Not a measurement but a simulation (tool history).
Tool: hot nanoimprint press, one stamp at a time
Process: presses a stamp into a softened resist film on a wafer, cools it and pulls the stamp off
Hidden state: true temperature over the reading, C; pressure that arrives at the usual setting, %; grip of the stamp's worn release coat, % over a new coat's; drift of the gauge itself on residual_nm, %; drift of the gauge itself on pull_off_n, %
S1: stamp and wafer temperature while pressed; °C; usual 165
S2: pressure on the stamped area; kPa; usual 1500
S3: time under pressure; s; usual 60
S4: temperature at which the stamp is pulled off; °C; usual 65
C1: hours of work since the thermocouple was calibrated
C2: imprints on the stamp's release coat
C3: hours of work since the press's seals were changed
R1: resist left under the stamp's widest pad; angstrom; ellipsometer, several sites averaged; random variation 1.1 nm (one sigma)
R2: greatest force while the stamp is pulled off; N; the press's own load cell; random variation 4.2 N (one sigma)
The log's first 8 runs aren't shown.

run,hour,S1,S2,S3,S4,C1,C2,C3,R1,R2
9,119,165,1500,60,71,11,346,377,1775,190
10,139.9,165,1680,60,71,21,400,386,1687,189
11,158.3,165,1410,60,71,30,447,395,1801,195
12,178.4,164,1500,60,65,39,499,404,1860,227
13,199.2,164,1500,60,65,49,552,414,1857,223
14,214.4,164,1500,60,65,56,591,421,1867,228
15,223.1,164,1500,60,65,60,614,425,1855,231
16,233.3,174,1290,60,53,65,640,430,1328,284
17,249.7,174,1290,60,53,72,682,438,1316,287
18,267.3,165,2070,60,65,81,727,446,1551,233
19,280.8,165,2070,60,65,87,762,452,1544,226
20,295.9,175,1530,38,60,94,801,459,1403,254
21,309.1,174,1650,90,64,100,835,466,1000,250
22,326.1,154,1880,35,58,108,878,474,2797,265
23,342.7,154,1880,35,58,116,921,481,2831,265
24,358.2,154,1830,41,67,123,961,489,2774,230
25,371.8,154,2130,41,68,129,996,495,2689,227
26,382,162,2130,75,66,134,1022,500,1633,237
27,393.5,162,940,105,65,140,1052,505,2053,242
28,409.4,162,940,105,65,147,1093,512,2053,235
29,425.5,162,940,105,65,154,1134,520,2054,244
30,439.9,174,970,84,71,161,1171,527,1354,219

3 ways to go on from here, each from the tool as it stands after run 30. What would each give?
A,460.1,165,1500,60,63,171,1223,536,?,?
B,460.1,174,970,35,52,171,1223,536,?,?
C,460.1,161,970,84,71,171,1223,536,?,?

run,R1,R2
A,1823,260
B,1870,313
C,2242,219
Without the tool's hidden state the same runs would have given:
run,R1,R2
A,1723,211
B,1786,255
C,2139,177
